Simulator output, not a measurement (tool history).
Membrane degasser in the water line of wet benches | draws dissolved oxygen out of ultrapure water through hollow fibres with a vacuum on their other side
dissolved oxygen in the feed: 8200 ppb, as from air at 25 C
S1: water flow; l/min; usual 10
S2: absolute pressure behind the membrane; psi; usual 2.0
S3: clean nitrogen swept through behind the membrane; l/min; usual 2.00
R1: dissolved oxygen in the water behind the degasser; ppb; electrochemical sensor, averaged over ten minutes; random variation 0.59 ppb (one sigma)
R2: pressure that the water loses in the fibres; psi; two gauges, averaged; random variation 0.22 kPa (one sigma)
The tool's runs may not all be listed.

run    hour  S1   S2    S3     R1     R2
  1     0.0  10  2.0  2.00  140.0  7.677
  2   117.3  10  2.0  2.00  139.9  7.755
  3   311.1  10  2.0  2.00  138.9  7.709
  4   474.4  10  2.0  2.00  139.3  7.736
  5   606.5  10  2.0  2.00  140.7  7.706
  6   846.5  10  2.0  2.00  140.8  7.736
  7   995.0  10  2.0  2.00  140.2  7.674
  8  1153.3  10  2.0  2.00  141.5  7.732
     1244.5  -- vacuum gauge calibrated
  9  1378.9  10  2.0  2.00  139.1  7.793
 10  1500.7  10  2.0  2.00  139.9  7.745
 11  1716.8  10  2.0  3.29   88.6  7.806
 12  1968.7  10  2.0  3.29   88.3  7.751
 13  2163.0   9  2.0  3.29   78.5  6.933
 14  2362.2   9  2.0  3.29   78.3  6.978
 15  2617.9   9  2.0  3.29   79.2  7.007
 16  2842.7   9  2.0  3.29   79.6  6.978

Run 17 comes next. What will it give?
 17  3068.0  10  1.3  2.00   ?   ?

{"run 17": {"R1": 78.8, "R2": 7.828}}
Without the tool's hidden state the same run would have given R1 74.1 ppb, R2 7.641 psi.

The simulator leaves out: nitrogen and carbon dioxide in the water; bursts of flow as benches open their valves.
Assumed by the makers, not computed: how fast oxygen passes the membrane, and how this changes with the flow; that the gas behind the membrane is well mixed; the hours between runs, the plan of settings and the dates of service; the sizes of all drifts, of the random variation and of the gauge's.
